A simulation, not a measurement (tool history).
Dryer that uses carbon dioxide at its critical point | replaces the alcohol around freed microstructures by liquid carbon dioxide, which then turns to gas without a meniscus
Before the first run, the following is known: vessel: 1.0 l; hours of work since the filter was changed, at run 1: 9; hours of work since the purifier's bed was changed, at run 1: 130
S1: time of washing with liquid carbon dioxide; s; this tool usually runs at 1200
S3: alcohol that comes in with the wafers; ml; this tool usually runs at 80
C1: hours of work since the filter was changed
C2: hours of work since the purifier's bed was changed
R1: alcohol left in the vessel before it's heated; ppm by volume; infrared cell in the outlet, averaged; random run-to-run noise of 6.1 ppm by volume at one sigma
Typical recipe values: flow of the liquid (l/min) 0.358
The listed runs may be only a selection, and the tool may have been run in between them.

run 1 hour=0 | S1=1200 flow_of_the_liquid_(l/min)=0.358 S3=80 | C1=9 C2=130 | R1=268
run 2 hour=5.8 | S1=1200 flow_of_the_liquid_(l/min)=0.358 S3=80 | C1=14 C2=135 | R1=293
run 3 hour=12.3 | S1=1200 flow_of_the_liquid_(l/min)=0.358 S3=80 | C1=18 C2=139 | R1=291
run 4 hour=21.8 | S1=1380 flow_of_the_liquid_(l/min)=0.358 S3=80 | C1=25 C2=146 | R1=155
run 5 hour=26.9 | S1=1200 flow_of_the_liquid_(l/min)=0.358 S3=24 | C1=29 C2=150 | R1=123
run 6 hour=31.6 | S1=1080 flow_of_the_liquid_(l/min)=0.358 S3=80 | C1=33 C2=153 | R1=516
run 7 hour=40.3 | S1=780 flow_of_the_liquid_(l/min)=0.358 S3=80 | C1=39 C2=160 | R1=2094
run 8 hour=48.5 | S1=780 flow_of_the_liquid_(l/min)=0.397 S3=80 | C1=45 C2=166 | R1=1457
run 9 hour=55.7 | S1=780 flow_of_the_liquid_(l/min)=0.397 S3=80 | C1=50 C2=171 | R1=1488
run 10 hour=59.8 | S1=1200 flow_of_the_liquid_(l/min)=0.398 S3=37 | C1=53 C2=174 | R1=127
run 11 hour=67.2 | S1=1200 flow_of_the_liquid_(l/min)=0.358 S3=21 | C1=59 C2=179 | R1=131
run 12 hour=74 | S1=1200 flow_of_the_liquid_(l/min)=0.277 S3=29 | C1=64 C2=184 | R1=423

Run 13, settings as shown, results not yet in. Your forecast:
run 13 hour=78.5 | S1=1740 flow_of_the_liquid_(l/min)=0.264 S3=23 | C1=67 C2=188 | R1=?

{"run 13": {"R1": 113}}
Had the tool carried no hidden state, the very same run would have given R1 42 ppm by volume.
